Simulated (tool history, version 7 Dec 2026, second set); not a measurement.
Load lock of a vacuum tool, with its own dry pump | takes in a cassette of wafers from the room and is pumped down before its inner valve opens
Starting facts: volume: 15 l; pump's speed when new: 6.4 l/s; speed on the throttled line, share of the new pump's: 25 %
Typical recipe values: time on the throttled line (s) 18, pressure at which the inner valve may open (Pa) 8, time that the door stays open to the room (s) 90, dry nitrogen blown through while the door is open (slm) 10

run	day	time on the throttled line (s)	pressure at which the inner valve may open (Pa)	time that the door stays open to the room (s)	dry nitrogen blown through while the door is open (slm)	incoming humidity of the room's air, %	time from the closed door until the inner valve may open (s)	rise of the pressure with all valves shut (Pa/min)
1	0.000	18	8	90	10	45.8	36.5	0.165
2	3.921	18	8	90	10	44.5	36.5	0.161
3	7.771	18	8	90	10	44.3	36.6	0.171
4	10.333	18	8	90	10	45.2	36.3	0.171
5	15.933	18	8	90	10	43.2	36.4	0.174
6	19.500	18	8	90	10	49.0	36.4	0.189
7	24.742	18	8	90	10	42.8	37.0	0.186
8	28.942	18	8	90	10	44.8	36.8	0.186
9	34.788	18	8	90	10	44.4	36.7	0.193
10	40.508	18	8	90	10	42.1	36.9	0.204
11	45.650	18	8	90	10	43.6	36.7	0.202
12	49.254	18	8	182	10	46.1	36.4	0.250
13	52.671	18	8	182	10	40.9	36.8	0.239
14	55.350	18	10	182	10	41.5	36.3	0.247
15	60.021	18	8	90	10	44.6	37.0	0.228
16	65.558	18	8	90	10	43.4	36.7	0.234
17	68.617	18	8	90	10	42.7	37.2	0.236
18	73.850	18	8	90	10	44.8	36.8	0.254
19	77.921	18	8	90	10	43.2	36.5	0.257
20	81.750	18	8	90	10	44.8	36.8	0.263
21	84.304	18	9	90	27	44.7	37.0	0.244
22	89.000	18	9	90	27	48.7	36.6	0.255
23	92.146	18	9	29	27	45.6	36.9	0.228
24	97.350	34	12	102	5	41.5	47.4	0.301
25	103.158	34	12	102	5	46.9	47.5	0.322
26	108.733	18	8	90	37	45.7	36.8	0.273
27	112.096	18	11	26	4	44.6	36.4	0.289
28	114.629	10	10	61	20	45.8	30.7	0.297
29	118.612	20	8	27	8	43.7	39.0	0.289
30	122.471	20	12	27	18	45.4	37.3	0.287
31	128.183	18	8	113	10	45.7	36.7	0.361
32	132.829	18	8	113	10	43.6	37.2	0.362
33	138.162	10	8	90	10	45.2	31.0	0.374
34	141.967	12	8	90	26	45.0	32.9	0.353
35	146.188	15	6	86	10	42.1	35.9	0.372
36	150.154	10	8	172	10	45.9	31.6	0.421
37	154.217	18	8	90	18	45.5	37.2	0.382

Consider 4 possible next runs. They are alternatives, not a sequence: every one starts from the tool as it was left by run 37. What does each give?
A	159.658	21	8	90	10	45.3	?	?
B	159.658	24	8	37	27	43.7	?	?
C	159.658	26	15	90	18	43.0	?	?
D	159.658	18	8	84	10	43.7	?	?

run	time from the closed door until the inner valve may open (s)	rise of the pressure with all valves shut (Pa/min)
A	39.4	0.421
B	41.4	0.369
C	41.5	0.386
D	37.0	0.409
Had the tool no hidden state, the same runs would have come out as:
run	time from the closed door until the inner valve may open (s)	rise of the pressure with all valves shut (Pa/min)
A	38.0	0.120
B	40.1	0.064
C	40.4	0.093
D	35.6	0.108
